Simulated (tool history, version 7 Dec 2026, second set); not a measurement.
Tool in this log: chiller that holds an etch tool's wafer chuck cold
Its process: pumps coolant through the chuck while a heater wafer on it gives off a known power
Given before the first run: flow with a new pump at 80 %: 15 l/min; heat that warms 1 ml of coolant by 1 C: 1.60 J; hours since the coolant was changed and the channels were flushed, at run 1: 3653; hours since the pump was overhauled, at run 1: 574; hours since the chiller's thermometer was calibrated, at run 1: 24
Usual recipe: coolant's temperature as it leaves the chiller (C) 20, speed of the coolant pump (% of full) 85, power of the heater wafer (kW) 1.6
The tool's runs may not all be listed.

run	hour	coolant's temperature as it leaves the chiller (C)	speed of the coolant pump (% of full)	power of the heater wafer (kW)	hours since the coolant was changed and the channels were flushed	hours since the pump was overhauled	hours since the chiller's thermometer was calibrated	chuck's temperature once it has settled (C)	how much warmer the coolant comes back (C)
1	0	20	85	1.6	3653	574	24	32.6	3.69
2	135.9	20	85	1.6	3789	710	160	32.7	3.67
3	265	20	85	1.6	3918	839	289	32.9	3.7
4	369.8	20	85	1.6	4023	944	394	32.7	3.69
5	510.7	20	85	1.738	4164	1085	535	33.7	4.01
6	641.2	20	85	1.738	4294	1215	666	33.9	3.97
7	709.8	20	85	1.6	4363	1284	734	32.8	3.7
8	852.3	20	85	1.6	4505	1426	877	32.7	3.64
9	919.8	20	85	1.6	4573	1494	944	32.7	3.58
10	1013.2	20	97	1.6	4666	1587	1038	32	3.11
11	1104.2	20	97	1.6	4757	1678	1129	32	3.11
12	1203.5	20	85	1.954	4856	1778	1228	35.6	4.45
13	1314.1	20	85	2.032	4967	1888	1338	36.3	4.54
14	1433.1	20	85	2.032	5086	2007	1457	36.4	4.6
15	1549.9	20	85	1.6	5203	2124	1574	32.9	3.56
16	1632.3	20	85	1.6	5285	2207	1657	32.9	3.58
17	1727.1	20	85	1.6	5380	2301	1751	32.7	3.52
18	1876.5	20	90	1.6	5529	2451	1901	32.2	3.25
# hour 1936.6: coolant changed, channels flushed
19	1991	20	85	1.6	54	2559	2009	33	3.47
20	2093.4	13	63	1.292	157	2662	2112	25	3.91
21	2228.8	11	81	1.6	292	2797	2247	24.3	3.71
# hour 2308.8: gauge calibrated
22	2371.6	14	81	1.6	435	2940	2390	27.1	3.92
23	2448.1	27	88	1.6	512	3016	2466	39.5	3.54
24	2512.8	20	81	2.296	576	3081	2531	38.7	5.66
25	2633.6	20	81	2.296	697	3202	2652	38.7	5.59
26	2737.4	20	81	2.296	801	3306	2756	38.8	5.66
27	2854.7	24	64	1.078	918	3423	2873	34	3.28
28	2930	25	85	1.6	993	3498	2948	37.9	3.66
29	3072.2	22	87	1.249	1136	3640	3091	31.8	2.8
30	3206.4	27	98	1.155	1270	3775	3225	35.6	2.23
31	3274.3	21	98	1.858	1338	3843	3293	34.8	3.6

3 ways to go on from here, each from the tool as it stands after run 31. What would each give?
A	3383.7	26	89	2.369	1447	3952	3402	?	?
B	3383.7	29	71	1.253	1447	3952	3402	?	?
C	3383.7	20	62	2.35	1447	3952	3402	?	?

run	chuck's temperature once it has settled (C)	how much warmer the coolant comes back (C)
A	44.4	5.13
B	40	3.4
C	42.2	7.52
What these runs would have given with no unlogged condition in the tool:
run	chuck's temperature once it has settled (C)	how much warmer the coolant comes back (C)
A	44.4	5.26
B	40	3.53
C	42.2	7.64

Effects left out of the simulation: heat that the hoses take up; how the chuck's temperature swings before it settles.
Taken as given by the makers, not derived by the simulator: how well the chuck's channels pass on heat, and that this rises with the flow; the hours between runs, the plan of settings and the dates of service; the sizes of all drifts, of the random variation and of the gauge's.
